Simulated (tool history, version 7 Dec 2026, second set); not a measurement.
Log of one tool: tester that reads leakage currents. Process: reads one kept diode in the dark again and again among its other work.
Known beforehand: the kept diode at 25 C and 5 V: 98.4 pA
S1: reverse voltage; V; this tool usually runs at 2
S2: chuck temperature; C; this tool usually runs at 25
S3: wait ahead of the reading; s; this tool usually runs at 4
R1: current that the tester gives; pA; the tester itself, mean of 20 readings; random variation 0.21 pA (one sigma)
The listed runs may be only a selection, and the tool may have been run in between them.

Run 1, hour 0: usual settings. Result: R1 73.55 pA.
Run 2, hour 287.8: usual settings but S1 16.57 V. Result: R1 163.57 pA.
Run 3, hour 561.1: usual settings. Result: R1 69.63 pA.
Run 4, hour 852: usual settings. Result: R1 71.38 pA.
Run 5, hour 1052.9: usual settings but S2 49 C. Result: R1 371.11 pA.
Run 6, hour 1320.1: usual settings but S2 49 C. Result: R1 378.63 pA.
Run 7, hour 1472.4: usual settings but S3 3.89 s. Result: R1 74.65 pA.
Run 8, hour 1703.1: usual settings but S3 3.89 s. Result: R1 68.99 pA.
Run 9, hour 1900.2: usual settings. Result: R1 69.93 pA.
Run 10, hour 2144.9: usual settings. Result: R1 71.4 pA.
Run 11, hour 2328.8: usual settings. Result: R1 72.63 pA.
Run 12, hour 2544.8: usual settings. Result: R1 72.15 pA.
Run 13, hour 2737.6: usual settings. Result: R1 73.41 pA.
Run 14, hour 2873.4: usual settings. Result: R1 68.2 pA.
Run 15, hour 3135.9: usual settings. Result: R1 69.34 pA.
Run 16, hour 3312: usual settings. Result: R1 70 pA.
Run 17, hour 3473: usual settings. Result: R1 70.97 pA.
Run 18, hour 3634.3: usual settings. Result: R1 71.31 pA.
Run 19, hour 3794.7: usual settings. Result: R1 72.17 pA.
Run 20, hour 4055.1: usual settings. Result: R1 73.51 pA.
Run 21, hour 4213.5: usual settings but S1 1.99 V, S2 23 C, S3 7.43 s. Result: R1 57.43 pA.
Run 22, hour 4413.6: usual settings but S1 1.99 V, S2 23 C, S3 7.43 s. Result: R1 57.82 pA.
Run 23, hour 4593.3: usual settings but S2 30 C, S3 7.95 s. Result: R1 98.07 pA.
Run 24, hour 4864.1: usual settings but S2 30 C, S3 1.5 s. Result: R1 103.14 pA.
Run 25, hour 5022.4: usual settings but S1 2.42 V, S2 47 C, S3 1.5 s. Result: R1 356.9 pA.
Run 26, hour 5213.7: usual settings but S1 2.74 V, S3 4.87 s. Result: R1 83.62 pA.
Run 27, hour 5447.6: usual settings but S1 2.74 V, S3 4.87 s. Result: R1 78.35 pA.
Run 28, hour 5592.5: usual settings but S1 2.74 V, S3 4.87 s. Result: R1 79.28 pA.
Run 29, hour 5864.9: usual settings but S1 6.45 V, S2 30 C, S3 0.77 s. Result: R1 165.27 pA.
Run 30, hour 6075.2: usual settings but S1 6.45 V, S2 30 C, S3 0.77 s. Result: R1 167.74 pA.
Run 31, hour 6222.4: usual settings but S1 6.45 V, S2 30 C, S3 0.77 s. Result: R1 168.7 pA.
Run 32, hour 6395.8: usual settings but S1 6.45 V, S2 30 C, S3 0.77 s. Result: R1 171.03 pA.
Run 33, hour 6525.4: usual settings but S1 4.06 V, S2 31 C, S3 0.43 s. Result: R1 151.85 pA.
Run 34, hour 6739.7: usual settings but S1 3.14 V, S2 23 C, S3 2.73 s. Result: R1 70.24 pA.
Run 35, hour 6976.7: usual settings but S1 2.81 V, S3 0.57 s. Result: R1 79.9 pA.
Run 36, hour 7159.2: usual settings but S1 2.81 V, S3 0.57 s. Result: R1 81.18 pA.
Run 37, hour 7440.9: usual settings but S1 2.81 V, S2 24 C, S3 0.35 s. Result: R1 77.17 pA.
Run 38, hour 7697.4: usual settings but S1 1.63 V, S2 22 C, S3 0.35 s. Result: R1 54.28 pA.

Not shown here: 10 entries made in the log between runs. Locate each between two listed runs and compare the hidden state at the listed run before it with the hidden state at the listed run after it:
From run 1 to run 2: chuck's temperature calibrated (hour 287.8)
  stray current of the dirty probe card, pA a volt: 0.255 -> 0.299; current scale over the true one, %: -0.85 -> -0.94; true chuck temperature over the reading, C: 1 -> 0.07
  measured minus no-state result, R1: +5.14 -> +3.9 pA
From run 7 to run 8: chuck's temperature calibrated (hour 1573)
  stray current of the dirty probe card, pA a volt: 0.469 -> 0.502; current scale over the true one, %: -1.32 -> -1.39; true chuck temperature over the reading, C: 1.16 -> 0.18
  measured minus no-state result, R1: +6.06 -> +0.92 pA
From run 11 to run 12: probe card cleaned and baked (hour 2422.2)
  stray current of the dirty probe card, pA a volt: 0.597 -> 0.044; current scale over the true one, %: -1.6 -> -1.66; true chuck temperature over the reading, C: 0.77 -> 0.98
  measured minus no-state result, R1: +4.03 -> +3.99 pA
From run 13 to run 14: chuck's temperature calibrated (hour 2866.9)
  stray current of the dirty probe card, pA a volt: 0.073 -> 0.094; current scale over the true one, %: -1.72 -> -1.77; true chuck temperature over the reading, C: 1.16 -> 0.12
  measured minus no-state result, R1: +4.99 -> -0.44 pA
From run 17 to run 18: tester calibrated (hour 3495.8)
  stray current of the dirty probe card, pA a volt: 0.181 -> 0.201; current scale over the true one, %: -1.95 -> -2.79; true chuck temperature over the reading, C: 0.69 -> 0.84
  measured minus no-state result, R1: +2.54 -> +2.74 pA
From run 20 to run 21: chuck's temperature calibrated (hour 4158.6)
  stray current of the dirty probe card, pA a volt: 0.262 -> 0.284; current scale over the true one, %: -2.94 -> -2.99; true chuck temperature over the reading, C: 1.24 -> -0.05
  measured minus no-state result, R1: +4.87 -> -1.46 pA
From run 23 to run 24: tester calibrated, once more (hour 4745.6)
  stray current of the dirty probe card, pA a volt: 0.34 -> 0.383; current scale over the true one, %: -3.12 -> -0.14; true chuck temperature over the reading, C: 0.3 -> 0.53
  measured minus no-state result, R1: -0.37 -> +4.4 pA
From run 26 to run 27: chuck's temperature calibrated (hour 5447.6)
  stray current of the dirty probe card, pA a volt: 0.434 -> 0.467; current scale over the true one, %: -0.25 -> -0.33; true chuck temperature over the reading, C: 0.85 -> -0.04
  measured minus no-state result, R1: +6 -> +0.76 pA
From run 32 to run 33: probe card cleaned and baked (hour 6464.6)
  stray current of the dirty probe card, pA a volt: 0.608 -> 0.032; current scale over the true one, %: -0.66 -> -0.7; true chuck temperature over the reading, C: 0.85 -> 0.96
  measured minus no-state result, R1: +12.5 -> +9 pA
From run 33 to run 34: chuck's temperature calibrated (hour 6737.6)
  stray current of the dirty probe card, pA a volt: 0.032 -> 0.061; current scale over the true one, %: -0.7 -> -0.77; true chuck temperature over the reading, C: 0.96 -> -0.01
  measured minus no-state result, R1: +9 -> -0.45 pA
